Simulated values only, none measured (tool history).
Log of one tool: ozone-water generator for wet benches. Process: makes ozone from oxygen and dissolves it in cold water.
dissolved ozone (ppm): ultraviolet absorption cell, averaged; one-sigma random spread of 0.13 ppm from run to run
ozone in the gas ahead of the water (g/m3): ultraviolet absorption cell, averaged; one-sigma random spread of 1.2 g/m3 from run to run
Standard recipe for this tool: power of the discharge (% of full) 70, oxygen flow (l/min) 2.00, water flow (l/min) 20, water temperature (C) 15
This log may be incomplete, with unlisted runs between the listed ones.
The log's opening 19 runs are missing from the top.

run,day,power of the discharge (% of full),oxygen flow (l/min),water flow (l/min),water temperature (C),hours of work since the electrodes were changed,hours of work since the contactor was cleaned,hours of work since the thermometer was calibrated,dissolved ozone (ppm),ozone in the gas ahead of the water (g/m3)
20,45.988,49,1.91,20,15,2312,954,2817,9.4,164.2
21,48.017,49,1.84,20,7,2347,989,2852,9.6,165.1
22,49.871,49,1.84,20,7,2379,1021,2885,9.7,166.8
23,51.258,75,2.92,15,15,2403,1045,2909,17.6,169.9
24,54.450,75,2.92,15,15,2458,1101,2964,17.5,170.1
25,55.854,75,1.35,15,9,2483,1125,2988,17.7,286.4
26,58.404,75,1.35,15,13,2527,1169,3032,17.3,287.4
27,61.038,65,1.35,15,13,2573,1215,3078,15.2,254.6
28,62.446,41,2.00,26,15,2597,1239,3102,6.3,133.9
29,63.842,51,2.00,20,17,2621,1263,3127,9.8,161.1
30,67.071,82,1.10,17,23,2677,1319,3183,14.9,351.9
31,69.617,66,2.00,20,15,2721,1363,3227,11.9,199.3
32,70.954,70,1.72,22,11,2744,1387,3250,11.2,228.2
33,73.038,64,2.00,27,12,2780,1423,3286,8.5,192.6

What if the next run were any one of these 3? Each begins from the tool's condition after run 33:
A,76.196,74,2.75,18,15,2835,1477,3341,?,?
B,76.196,80,2.43,27,12,2835,1477,3341,?,?
C,76.196,48,3.05,24,12,2835,1477,3341,?,?

run,dissolved ozone (ppm),ozone in the gas ahead of the water (g/m3)
A,14.5,173.1
B,10.7,201.9
C,8.1,114.4
Without the tool's unlogged condition, the same runs would have read:
run,dissolved ozone (ppm),ozone in the gas ahead of the water (g/m3)
A,15.9,185.9
B,11.8,217.8
C,8.6,119.9
